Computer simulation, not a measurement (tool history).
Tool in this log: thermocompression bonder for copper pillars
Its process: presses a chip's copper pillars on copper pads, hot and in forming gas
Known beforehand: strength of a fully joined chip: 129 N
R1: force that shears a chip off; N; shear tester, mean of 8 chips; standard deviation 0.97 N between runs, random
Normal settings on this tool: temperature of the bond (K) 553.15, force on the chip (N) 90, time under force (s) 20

run 1 hour=0 | temperature_of_the_bond_(K)=553.15 force_on_the_chip_(N)=90 time_under_force_(s)=20 | R1=95.9
run 2 hour=32.5 | temperature_of_the_bond_(K)=553.15 force_on_the_chip_(N)=90 time_under_force_(s)=20 | R1=94.7
run 3 hour=59.3 | temperature_of_the_bond_(K)=553.15 force_on_the_chip_(N)=90 time_under_force_(s)=20 | R1=95.1
run 4 hour=91.3 | temperature_of_the_bond_(K)=553.15 force_on_the_chip_(N)=90 time_under_force_(s)=20 | R1=95.4
run 5 hour=106.4 | temperature_of_the_bond_(K)=553.15 force_on_the_chip_(N)=90 time_under_force_(s)=20 | R1=95.2
run 6 hour=121.8 | temperature_of_the_bond_(K)=553.15 force_on_the_chip_(N)=90 time_under_force_(s)=20 | R1=95
run 7 hour=145.6 | temperature_of_the_bond_(K)=538.15 force_on_the_chip_(N)=90 time_under_force_(s)=16 | R1=75.9
run 8 hour=170.3 | temperature_of_the_bond_(K)=538.15 force_on_the_chip_(N)=90 time_under_force_(s)=16 | R1=77.4
-- hour=176.7 forming gas filter changed
run 9 hour=190.2 | temperature_of_the_bond_(K)=538.15 force_on_the_chip_(N)=92 time_under_force_(s)=16 | R1=77.3
run 10 hour=222.7 | temperature_of_the_bond_(K)=528.15 force_on_the_chip_(N)=94 time_under_force_(s)=31 | R1=86
run 11 hour=252.5 | temperature_of_the_bond_(K)=553.15 force_on_the_chip_(N)=88 time_under_force_(s)=30 | R1=102.4

Consider 5 possible next runs. They are alternatives, not a sequence: every one starts from the tool as it was left by run 11. What does each give?
run A hour=274.8 | temperature_of_the_bond_(K)=562.15 force_on_the_chip_(N)=110 time_under_force_(s)=30 | R1=?
run B hour=274.8 | temperature_of_the_bond_(K)=553.15 force_on_the_chip_(N)=88 time_under_force_(s)=35 | R1=?
run C hour=274.8 | temperature_of_the_bond_(K)=553.15 force_on_the_chip_(N)=102 time_under_force_(s)=20 | R1=?
run D hour=274.8 | temperature_of_the_bond_(K)=547.15 force_on_the_chip_(N)=101 time_under_force_(s)=40 | R1=?
run E hour=274.8 | temperature_of_the_bond_(K)=559.15 force_on_the_chip_(N)=88 time_under_force_(s)=30 | R1=?

run=A R1=117.9
run=B R1=105.9
run=C R1=103.5
run=D R1=111
run=E R1=105.2
Had the tool no hidden state, the same runs would have come out as:
run=A R1=118
run=B R1=105.9
run=C R1=103.5
run=D R1=111
run=E R1=105.2
